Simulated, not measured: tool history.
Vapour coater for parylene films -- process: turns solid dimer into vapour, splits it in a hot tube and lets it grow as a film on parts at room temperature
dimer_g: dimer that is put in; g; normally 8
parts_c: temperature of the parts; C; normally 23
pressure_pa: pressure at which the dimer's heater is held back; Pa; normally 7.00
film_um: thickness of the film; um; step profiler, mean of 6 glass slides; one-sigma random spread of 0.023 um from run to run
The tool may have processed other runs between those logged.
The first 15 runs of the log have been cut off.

run 16 hour=857.4 | dimer_g=8 parts_c=23 pressure_pa=7.00 | film_um=1.40
run 17 hour=928.8 | dimer_g=8 parts_c=23 pressure_pa=7.00 | film_um=1.37
run 18 hour=971.3 | dimer_g=3 parts_c=23 pressure_pa=7.00 | film_um=0.50
run 19 hour=1017.3 | dimer_g=8 parts_c=23 pressure_pa=3.16 | film_um=1.52
run 20 hour=1095.2 | dimer_g=8 parts_c=16 pressure_pa=7.00 | film_um=1.45
run 21 hour=1130.6 | dimer_g=4 parts_c=16 pressure_pa=7.00 | film_um=0.71
-- hour=1161.1 trap's valve overhauled
run 22 hour=1174.4 | dimer_g=4 parts_c=32 pressure_pa=11.36 | film_um=0.58
run 23 hour=1211.6 | dimer_g=5 parts_c=22 pressure_pa=11.28 | film_um=0.86
run 24 hour=1290.7 | dimer_g=4 parts_c=21 pressure_pa=5.13 | film_um=0.79
run 25 hour=1364.5 | dimer_g=6 parts_c=25 pressure_pa=2.56 | film_um=1.17
run 26 hour=1414.4 | dimer_g=6 parts_c=25 pressure_pa=2.56 | film_um=1.20
run 27 hour=1476.6 | dimer_g=8 parts_c=34 pressure_pa=7.00 | film_um=1.12
run 28 hour=1553.3 | dimer_g=8 parts_c=33 pressure_pa=5.74 | film_um=1.12
-- hour=1612.0 trap's valve overhauled
run 29 hour=1615.3 | dimer_g=8 parts_c=33 pressure_pa=5.74 | film_um=1.27
run 30 hour=1692.0 | dimer_g=9 parts_c=33 pressure_pa=5.49 | film_um=1.46
run 31 hour=1766.6 | dimer_g=6 parts_c=34 pressure_pa=5.96 | film_um=0.94
run 32 hour=1801.3 | dimer_g=14 parts_c=33 pressure_pa=3.78 | film_um=2.34
run 33 hour=1858.3 | dimer_g=8 parts_c=23 pressure_pa=2.45 | film_um=1.59
run 34 hour=1924.2 | dimer_g=8 parts_c=23 pressure_pa=2.45 | film_um=1.58
run 35 hour=1980.6 | dimer_g=8 parts_c=23 pressure_pa=2.45 | film_um=1.56
run 36 hour=2031.5 | dimer_g=8 parts_c=29 pressure_pa=10.03 | film_um=1.13

Alternative continuations, all from the tool just after run 36; predict every row:
-- hour=2060.0 trap's valve overhauled
run A hour=2079.5 | dimer_g=8 parts_c=29 pressure_pa=8.06 | film_um=?
-- hour=2060.0 trap's valve overhauled
run B hour=2079.5 | dimer_g=3 parts_c=29 pressure_pa=10.03 | film_um=?
-- hour=2060.0 trap's valve overhauled
run C hour=2079.5 | dimer_g=7 parts_c=29 pressure_pa=2.21 | film_um=?

run=A film_um=1.29
run=B film_um=0.47
run=C film_um=1.36
What these runs would have given with no unlogged condition in the tool:
run=A film_um=1.29
run=B film_um=0.47
run=C film_um=1.36
